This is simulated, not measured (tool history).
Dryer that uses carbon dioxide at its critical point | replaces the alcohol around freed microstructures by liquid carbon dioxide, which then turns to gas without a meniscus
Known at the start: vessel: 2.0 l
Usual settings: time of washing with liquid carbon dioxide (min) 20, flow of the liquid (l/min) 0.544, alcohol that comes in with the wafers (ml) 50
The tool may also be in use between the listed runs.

run   hour  time of washing with liquid carbon dioxide (min)  flow of the liquid (l/min)  alcohol that comes in with the wafers (ml)  alcohol left in the vessel before it's heated (ppm by volume)
  1      0                                                20                       0.544                                          50                                                            289
  2   22.7                                                20                       0.544                                          50                                                            287
  3   45.6                                                21                       0.544                                          50                                                            227
  4     56                                                20                       0.544                                          50                                                            288
  5   68.9                                                31                       0.544                                          50                                                             45
  6   93.4                                                31                       0.544                                          50                                                             37
  7  109.1                                                31                       0.544                                          46                                                             41
  8  123.2                                                31                       0.544                                          46                                                             46
  9  144.3                                                31                       0.544                                          46                                                             36
 10  168.4                                                31                       0.544                                          46                                                             42
     179.4  -- inlet filter changed
 11  181.8                                                20                       0.544                                          50                                                            148
 12  203.1                                                20                       0.544                                          50                                                            160
 13  226.7                                                20                       0.544                                          50                                                            155
 14  245.4                                                20                       0.544                                          50                                                            173
 15  267.4                                                20                       0.544                                          50                                                            155
 16  287.3                                                13                       0.541                                          36                                                            697
 17    300                                                18                        0.69                                          23                                                             46
 18  318.6                                                14                       0.481                                          91                                                           1952
 19  340.3                                                14                       0.481                                          91                                                           1942
 20  365.1                                                26                       0.518                                          24                                                             47
 21  378.6                                                26                       0.518                                          24                                                             53
 22  392.1                                                26                       0.518                                          24                                                             45
 23  415.4                                                12                       0.518                                         110                                                           3159
 24  436.6                                                22                       0.389                                          25                                                            275
 25  451.1                                                17                       0.544                                          50                                                            381
 26  470.4                                                20                       0.347                                          50                                                           1107
 27  482.5                                                20                       0.578                                          76                                                            223
 28  503.8                                                16                       0.339                                          58                                                           2586
 29  521.6                                                16                       0.339                                          58                                                           2507

Some steps in alcohol left in the vessel before it's heated (ppm by volume) between neighbouring runs. How much of each would the tool show without its hidden state too (settings, what came in, random variation), and how much is left for the hidden state, with any gauge scatter that isn't in both results?
The hidden state here: flow that reaches the vessel past the clogged filter, %; alcohol in the recycled carbon dioxide, ppm; drift of the gauge itself on alcohol_ppm, %.
Run 22 -> 23: time of washing with liquid carbon dioxide (min) 26 -> 12, alcohol that comes in with the wafers (ml) 24 -> 110. alcohol left in the vessel before it's heated (ppm by volume) +3114: hidden state +367, all else +2747.
Run 23 -> 24: time of washing with liquid carbon dioxide (min) 12 -> 22, flow of the liquid (l/min) 0.518 -> 0.389, alcohol that comes in with the wafers (ml) 110 -> 25. alcohol left in the vessel before it's heated (ppm by volume) -2884: hidden state -328, all else -2556.

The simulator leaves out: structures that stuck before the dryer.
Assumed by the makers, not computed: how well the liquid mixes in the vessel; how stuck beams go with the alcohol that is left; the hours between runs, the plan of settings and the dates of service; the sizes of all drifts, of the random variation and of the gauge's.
